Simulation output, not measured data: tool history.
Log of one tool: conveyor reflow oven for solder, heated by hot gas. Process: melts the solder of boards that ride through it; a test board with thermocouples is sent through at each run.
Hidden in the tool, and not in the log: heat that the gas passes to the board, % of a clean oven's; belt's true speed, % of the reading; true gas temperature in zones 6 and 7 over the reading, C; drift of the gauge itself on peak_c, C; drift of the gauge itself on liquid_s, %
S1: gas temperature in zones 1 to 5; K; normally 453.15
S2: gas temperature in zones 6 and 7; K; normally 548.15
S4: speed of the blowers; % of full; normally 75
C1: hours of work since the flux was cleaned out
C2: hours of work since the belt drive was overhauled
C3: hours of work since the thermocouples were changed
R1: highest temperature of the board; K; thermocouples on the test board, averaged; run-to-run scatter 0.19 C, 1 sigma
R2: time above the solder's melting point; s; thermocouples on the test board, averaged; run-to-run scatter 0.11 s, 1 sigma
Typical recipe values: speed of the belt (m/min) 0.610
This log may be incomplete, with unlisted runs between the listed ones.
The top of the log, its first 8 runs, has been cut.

{"run": 9, "day": 5.504, "S1": 453.15, "S2": 548.15, "speed of the belt (m/min)": 0.61, "S4": 75, "C1": 37, "C2": 359, "C3": 13, "R1": 532.45, "R2": 57.7}
{"run": 10, "day": 6.179, "S1": 453.15, "S2": 548.15, "speed of the belt (m/min)": 0.61, "S4": 75, "C1": 45, "C2": 367, "C3": 21, "R1": 532.65, "R2": 57.7}
{"run": 11, "day": 6.671, "S1": 453.15, "S2": 548.15, "speed of the belt (m/min)": 0.61, "S4": 75, "C1": 50, "C2": 373, "C3": 27, "R1": 532.65, "R2": 57.9}
{"run": 12, "day": 7.533, "S1": 453.15, "S2": 548.15, "speed of the belt (m/min)": 0.61, "S4": 54, "C1": 60, "C2": 383, "C3": 37, "R1": 528.05, "R2": 54.7}
{"run": 13, "day": 8.075, "S1": 453.15, "S2": 548.15, "speed of the belt (m/min)": 0.61, "S4": 54, "C1": 67, "C2": 390, "C3": 43, "R1": 527.75, "R2": 54.6}
{"run": 14, "day": 8.808, "S1": 453.15, "S2": 548.15, "speed of the belt (m/min)": 0.61, "S4": 75, "C1": 75, "C2": 398, "C3": 52, "R1": 532.25, "R2": 57.7}
{"run": 15, "day": 9.817, "S1": 453.15, "S2": 548.15, "speed of the belt (m/min)": 0.61, "S4": 75, "C1": 87, "C2": 410, "C3": 64, "R1": 532.05, "R2": 57.8}
{"run": 16, "day": 10.662, "S1": 453.15, "S2": 558.15, "speed of the belt (m/min)": 0.61, "S4": 75, "C1": 97, "C2": 420, "C3": 73, "R1": 540.85, "R2": 61.5}
{"run": 17, "day": 11.125, "S1": 453.15, "S2": 558.15, "speed of the belt (m/min)": 0.61, "S4": 75, "C1": 103, "C2": 425, "C3": 79, "R1": 540.65, "R2": 61.7}
{"run": 18, "day": 12.0, "S1": 453.15, "S2": 558.15, "speed of the belt (m/min)": 0.61, "S4": 75, "C1": 113, "C2": 436, "C3": 89, "R1": 540.65, "R2": 61.7}
{"run": 19, "day": 12.8, "S1": 453.15, "S2": 539.15, "speed of the belt (m/min)": 0.502, "S4": 75, "C1": 122, "C2": 445, "C3": 99, "R1": 529.05, "R2": 69.6}
{"run": 20, "day": 13.804, "S1": 453.15, "S2": 546.15, "speed of the belt (m/min)": 0.61, "S4": 75, "C1": 134, "C2": 457, "C3": 110, "R1": 530.05, "R2": 56.4}
{"run": 21, "day": 14.517, "S1": 457.15, "S2": 548.15, "speed of the belt (m/min)": 0.572, "S4": 78, "C1": 142, "C2": 465, "C3": 119, "R1": 534.85, "R2": 64.6}
{"run": 22, "day": 15.479, "S1": 453.15, "S2": 553.15, "speed of the belt (m/min)": 0.61, "S4": 52, "C1": 154, "C2": 476, "C3": 130, "R1": 531.15, "R2": 56.2}
{"run": 23, "day": 16.208, "S1": 453.15, "S2": 553.15, "speed of the belt (m/min)": 0.619, "S4": 52, "C1": 162, "C2": 485, "C3": 139, "R1": 530.15, "R2": 54.8}
{"run": 24, "day": 17.229, "S1": 453.15, "S2": 559.15, "speed of the belt (m/min)": 0.629, "S4": 75, "C1": 174, "C2": 497, "C3": 151, "R1": 540.05, "R2": 59.4}
{"run": 25, "day": 18.142, "S1": 458.15, "S2": 556.15, "speed of the belt (m/min)": 0.67, "S4": 79, "C1": 185, "C2": 508, "C3": 161, "R1": 536.95, "R2": 55.7}
{"run": 26, "day": 18.812, "S1": 453.15, "S2": 547.15, "speed of the belt (m/min)": 0.61, "S4": 55, "C1": 193, "C2": 516, "C3": 169, "R1": 526.75, "R2": 53.4}
{"day": 19.608, "done": "flux residue cleaned out of gas plates and filters"}
{"run": 27, "day": 19.729, "S1": 444.15, "S2": 547.15, "speed of the belt (m/min)": 0.552, "S4": 55, "C1": 1, "C2": 524, "C3": 177, "R1": 529.05, "R2": 58.7}

Expected results for the next run?
{"run": 28, "day": 20.579, "S1": 466.15, "S2": 558.15, "speed of the belt (m/min)": 0.494, "S4": 71, "C1": 11, "C2": 534, "C3": 187, "R1": "?", "R2": "?"}

R1: 548.15 K
R2: 84.8 s
Were there no unlogged condition in the tool, this run, its random variation unchanged, would have produced R1 549.05 K, R2 84.6 s.

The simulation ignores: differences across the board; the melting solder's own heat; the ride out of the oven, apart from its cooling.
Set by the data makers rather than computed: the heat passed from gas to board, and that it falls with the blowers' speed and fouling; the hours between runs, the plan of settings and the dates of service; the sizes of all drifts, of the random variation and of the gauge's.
